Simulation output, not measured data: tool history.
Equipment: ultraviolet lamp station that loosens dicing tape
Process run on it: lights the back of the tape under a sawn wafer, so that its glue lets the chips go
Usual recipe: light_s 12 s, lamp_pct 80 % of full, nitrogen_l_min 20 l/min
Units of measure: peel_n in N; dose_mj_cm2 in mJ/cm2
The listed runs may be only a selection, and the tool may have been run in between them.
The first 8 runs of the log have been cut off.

| run | hour | light_s | lamp_pct | nitrogen_l_min | hours of work of the lamp | hours of work since the window was cleaned | peel_n | dose_mj_cm2 |
|---|---|---|---|---|---|---|---|---|
| 9 | 299.2 | 12 | 80 | 6 | 446 | 45 | 1.762 | 382 |
| 10 | 336.9 | 12 | 80 | 6 | 463 | 62 | 1.864 | 371 |
| 11 | 398.6 | 12 | 80 | 6 | 490 | 89 | 1.864 | 371 |
| 12 | 446.1 | 12 | 80 | 6 | 511 | 110 | 1.949 | 358 |
| 13 | 493.5 | 13 | 80 | 20 | 532 | 131 | 0.713 | 381 |
| 14 | 552.5 | 12 | 80 | 20 | 558 | 157 | 0.931 | 342 |
|  | 597.8 | window cleaned of glue's vapour, once more |
| 15 | 601.4 | 12 | 80 | 20 | 579 | 2 | 0.526 | 440 |
| 16 | 660.3 | 9 | 80 | 20 | 605 | 28 | 1.040 | 320 |
| 17 | 701.4 | 9 | 80 | 20 | 623 | 46 | 1.062 | 314 |
| 18 | 747.0 | 9 | 80 | 20 | 643 | 66 | 1.079 | 310 |
| 19 | 796.3 | 9 | 64 | 19 | 665 | 88 | 1.661 | 246 |
| 20 | 863.9 | 12 | 93 | 20 | 695 | 117 | 0.480 | 459 |
| 21 | 908.6 | 12 | 69 | 33 | 714 | 137 | 0.633 | 334 |

Expected results for the next run?
| 22 | 955.3 | 10 | 63 | 20 | 735 | 158 | ? | ? |

peel_n: 1.509 N
dose_mj_cm2: 248 mJ/cm2
Were there no unlogged condition in the tool, this run, its random variation unchanged, would have produced peel_n 0.830 N, dose_mj_cm2 347 mJ/cm2.
